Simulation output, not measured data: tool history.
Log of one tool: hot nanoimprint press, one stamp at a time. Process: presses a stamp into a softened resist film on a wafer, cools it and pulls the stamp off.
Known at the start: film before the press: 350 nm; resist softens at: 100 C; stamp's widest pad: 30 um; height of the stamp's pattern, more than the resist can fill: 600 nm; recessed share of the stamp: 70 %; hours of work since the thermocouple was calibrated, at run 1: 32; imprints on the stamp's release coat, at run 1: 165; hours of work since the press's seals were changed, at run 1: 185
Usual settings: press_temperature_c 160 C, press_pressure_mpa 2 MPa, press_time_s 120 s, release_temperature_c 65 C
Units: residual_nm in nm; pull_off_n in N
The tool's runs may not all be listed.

run	hour	press_temperature_c	press_pressure_mpa	press_time_s	release_temperature_c	hours of work since the thermocouple was calibrated	imprints on the stamp's release coat	hours of work since the press's seals were changed	residual_nm	pull_off_n
1	0	160	2	120	65	32	165	185	132.1	175
2	7	160	2	120	65	37	197	190	133.1	177
3	12.9	160	2	120	65	41	224	194	131.5	174
4	20	160	2	120	65	46	257	199	132.8	169
5	28.2	160	2	120	65	52	294	205	133.2	169
6	34.4	160	2	120	65	56	323	209	131.3	176
7	43.1	160	2	120	65	62	362	216	132.4	174
8	47.3	160	2	120	65	65	381	219	131.8	179
9	52.8	160	1.86	120	65	69	407	223	136.4	164
10	57.3	160	1.86	120	65	73	427	226	136.3	173
11	63.6	160	1.86	120	65	77	456	230	135.9	174
12	71.3	160	2	198	65	83	491	236	106	175
13	78.7	160	2	198	65	88	525	241	106.5	173
14	82.9	160	2	198	65	91	544	244	106.8	177
15	88	160	2	198	65	94	568	248	106.1	172
16	92.6	165	2	201	65	98	589	251	73.3	174
17	100.9	160	2	230	65	104	627	257	99.7	171
18	106.9	160	1.97	230	68	108	654	261	100.1	158
19	115.7	160	1.97	230	68	114	694	268	99.5	157
20	119.9	160	1.97	230	68	117	713	271	100.5	160
21	128.6	160	1.76	230	68	123	753	277	106.4	154
22	134.3	160	1.76	230	68	128	779	281	105.7	160
23	140.5	160	1.76	230	68	132	808	285	106.4	160
24	144.8	160	1.76	230	68	135	827	288	105.8	161
25	154.2	160	1.76	230	68	142	871	295	104.7	161
26	161.7	164	1.37	110	65	147	905	301	124.4	177
27	165.9	164	1.37	110	65	150	924	303	123.3	173
28	173.9	164	1.37	110	65	156	961	309	123.9	175
29	182.6	164	1.37	110	65	162	1001	315	124.2	177

4 ways to go on from here, each from the tool as it stands after run 29. What would each give?
A	186.8	150	1.34	101	65	165	1020	318	?	?
B	186.8	164	1.76	110	53	165	1020	318	?	?
C	186.8	149	1.37	110	68	165	1020	318	?	?
D	186.8	160	1.7	120	65	165	1020	318	?	?

run	residual_nm	pull_off_n
A	277.5	173
B	111.8	234
C	280.4	163
D	140.5	179
Without the tool's hidden state the same runs would have given:
run	residual_nm	pull_off_n
A	277.6	172
B	111.9	232
C	280.5	162
D	140.6	178
